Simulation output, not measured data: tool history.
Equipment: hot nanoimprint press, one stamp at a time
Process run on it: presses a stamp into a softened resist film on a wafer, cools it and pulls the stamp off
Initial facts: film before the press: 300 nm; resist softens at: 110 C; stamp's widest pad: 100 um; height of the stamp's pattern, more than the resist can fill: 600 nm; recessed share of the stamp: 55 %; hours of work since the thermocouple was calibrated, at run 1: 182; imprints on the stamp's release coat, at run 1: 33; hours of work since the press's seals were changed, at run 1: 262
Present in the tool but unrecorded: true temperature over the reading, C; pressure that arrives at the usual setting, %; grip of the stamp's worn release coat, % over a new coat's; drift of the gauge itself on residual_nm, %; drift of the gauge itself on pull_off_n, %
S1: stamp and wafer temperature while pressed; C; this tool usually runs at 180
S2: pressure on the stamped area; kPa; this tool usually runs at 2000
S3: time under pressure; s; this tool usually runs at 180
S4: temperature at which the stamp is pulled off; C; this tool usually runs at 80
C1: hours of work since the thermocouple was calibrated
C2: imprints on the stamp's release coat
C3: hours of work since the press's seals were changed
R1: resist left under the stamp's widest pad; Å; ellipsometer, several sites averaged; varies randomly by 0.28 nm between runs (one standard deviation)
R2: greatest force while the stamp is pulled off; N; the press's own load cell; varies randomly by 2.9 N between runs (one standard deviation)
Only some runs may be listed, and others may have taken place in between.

run	day	S1	S2	S3	S4	C1	C2	C3	R1	R2
1	0	180	2000	180	80	182	33	262	1057	195
2	0.371	180	2000	180	80	187	69	267	1055	191
3	0.788	180	2000	180	80	193	110	273	1054	195
4	1.346	180	2000	174	80	201	164	281	1072	196
5	1.962	180	2000	174	80	210	223	290	1067	196
6	2.221	180	2000	113	80	214	249	294	1246	201
7	2.738	182	2000	180	80	222	299	302	952	199
8	3.033	182	2000	180	80	226	327	306	957	203
9	3.379	180	2000	290	80	231	360	311	885	199
10	4.008	180	2000	180	76	240	422	320	1049	230
11	4.362	179	2000	180	76	245	456	325	1104	231
12	4.679	180	2000	163	80	250	487	330	1089	206
13	5.208	180	2000	163	80	258	538	338	1088	213
14	5.838	188	2000	316	80	267	599	347	570	212
15	6.412	170	2820	243	69	275	654	355	1318	278
16	6.729	188	1390	138	80	280	685	360	962	221
17	7.083	182	1390	138	66	285	719	365	1271	294

Run 18, settings as shown, results not yet in. Your forecast:
18	7.662	182	1390	138	66	293	775	373	?	?

For run 18 the tool returned R1 1268 Å, R2 304 N.
Had the tool carried no hidden state, the very same run would have given R1 1308 Å, R2 264 N.
